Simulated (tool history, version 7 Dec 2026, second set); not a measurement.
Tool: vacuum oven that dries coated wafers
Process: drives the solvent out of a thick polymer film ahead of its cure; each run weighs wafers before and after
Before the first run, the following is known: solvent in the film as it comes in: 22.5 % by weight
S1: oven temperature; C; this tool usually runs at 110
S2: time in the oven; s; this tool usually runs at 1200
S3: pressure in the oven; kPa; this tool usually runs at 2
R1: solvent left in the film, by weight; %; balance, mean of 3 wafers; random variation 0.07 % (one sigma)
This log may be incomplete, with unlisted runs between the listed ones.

run   hour   S1    S2    S3     R1
  1      0  110  1200     2   4.81
  2   42.7  110  1200     2   4.89
  3   87.9  110  1200     2    4.9
  4  126.6  110  1200     2   4.84
  5  173.5  110  1200  7.77  10.82
  6  212.2  110  1200  7.77  10.97
  7  257.2  110   840  7.77  12.21
  8  283.2  110   840  7.77  12.18
  9  317.6  110   780  1.19   6.41
 10  350.4  118  1260  4.86    5.1
 11  393.4  107  1380  4.86   8.65
 12  423.7  107  1380  4.86   8.58
 13    463  113  2100  7.56   8.31
 14  507.8  113   960   6.1   8.72
 15  540.3  113   960   6.1   8.87

Below are 4 alternative next runs, each starting from the tool's condition after run 15. Predict each:
  A  578.1  110   900     2   ?
  B  578.1  123   960  2.46   ?
  C  578.1  116  1200  5.08   ?
  D  578.1  111  1200     2   ?

run    R1
  A  6.57
  B  2.63
  C  6.22
  D  4.47
Had the tool no hidden state, the same runs would have come out as:
run    R1
  A  6.55
  B  2.61
  C   6.2
  D  4.45
